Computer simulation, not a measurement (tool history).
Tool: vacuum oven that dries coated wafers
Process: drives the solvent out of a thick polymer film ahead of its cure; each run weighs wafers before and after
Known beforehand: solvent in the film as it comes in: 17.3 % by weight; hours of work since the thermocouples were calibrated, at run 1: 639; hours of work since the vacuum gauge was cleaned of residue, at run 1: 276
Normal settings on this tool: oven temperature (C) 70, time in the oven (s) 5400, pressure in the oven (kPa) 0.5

run,day,oven temperature (C),time in the oven (s),pressure in the oven (kPa),hours of work since the thermocouples were calibrated,hours of work since the vacuum gauge was cleaned of residue,solvent left in the film (%)
1,0,70,5400,0.5,639,276,1.53
2,1.504,70,5400,0.5,655,291,1.54
3,2.408,70,5400,0.5,664,301,1.59
4,3.238,70,5400,0.5,673,309,1.56
5,4.296,70,3000,0.5,684,320,3.9
6,5.85,70,4620,0.5,700,337,2.09
# day 7.533: oven's thermocouples calibrated
7,7.642,70,5400,0.5,1,354,1.51
8,9.05,70,5400,0.5,16,369,1.57
9,9.8,70,5400,0.5,24,377,1.59
10,11.05,70,5400,0.5,37,390,1.57
11,12.488,70,5400,0.5,52,405,1.56
12,13.212,70,5400,1.805,59,413,2.35
13,13.971,70,9000,0.5,67,421,0.58
14,14.8,70,9000,0.5,76,429,0.58
15,15.812,72,5400,0.5,86,440,1.15
16,16.679,70,5400,0.5,95,449,1.48
17,18.333,70,5400,0.5,113,466,1.56
18,19.054,70,5400,0.5,120,474,1.59
19,20.1,70,5400,0.5,131,485,1.55
20,20.946,70,5400,0.5,140,493,1.58
21,22.512,70,5400,0.393,156,510,1.52
22,23.312,70,5400,0.5,165,518,1.61
23,24.788,70,4740,0.5,180,533,2.02
24,25.504,70,4740,0.5,188,541,1.97
25,26.242,70,4740,0.5,195,549,1.95
26,27.421,70,3900,1.669,208,561,3.3
27,28.996,67,3120,1.597,224,577,5.51
28,29.933,63,5880,0.729,234,587,3.8
29,31.021,63,5880,0.729,245,599,3.83
30,32.521,70,6300,0.405,261,614,1.11
31,33.633,65,5640,0.26,272,626,2.84
32,34.646,70,9000,0.903,283,636,0.83
33,35.512,70,9000,0.903,292,645,0.88
34,37.2,70,9000,0.903,310,663,0.81
35,38.65,70,9000,0.903,325,678,0.84
36,39.762,68,5640,1.9,336,690,2.91
37,40.838,68,3180,1.9,348,701,5.32
38,42.462,70,3000,1.494,365,718,4.53
39,43.179,70,3000,1.494,372,725,4.48
40,44.496,62,5400,0.5,386,739,4.49
41,45.433,62,5400,0.5,396,749,4.45
42,46.196,59,3060,0.5,404,757,8.75
43,46.896,59,3180,0.5,411,764,8.32
44,48.617,74,8040,0.918,429,782,0.59
45,49.871,74,4920,0.323,442,795,0.84
46,51.225,84,4920,0.714,456,809,0.34
47,52.029,77,5400,0.26,464,818,0.3

How the hidden state differs across the entries between the runs, from the last listed run before each to the first after it:
Run 6 -> run 7: oven's thermocouples calibrated (day 7.533)
  true wafer temperature over the reading, C: -0.04 -> -0.02
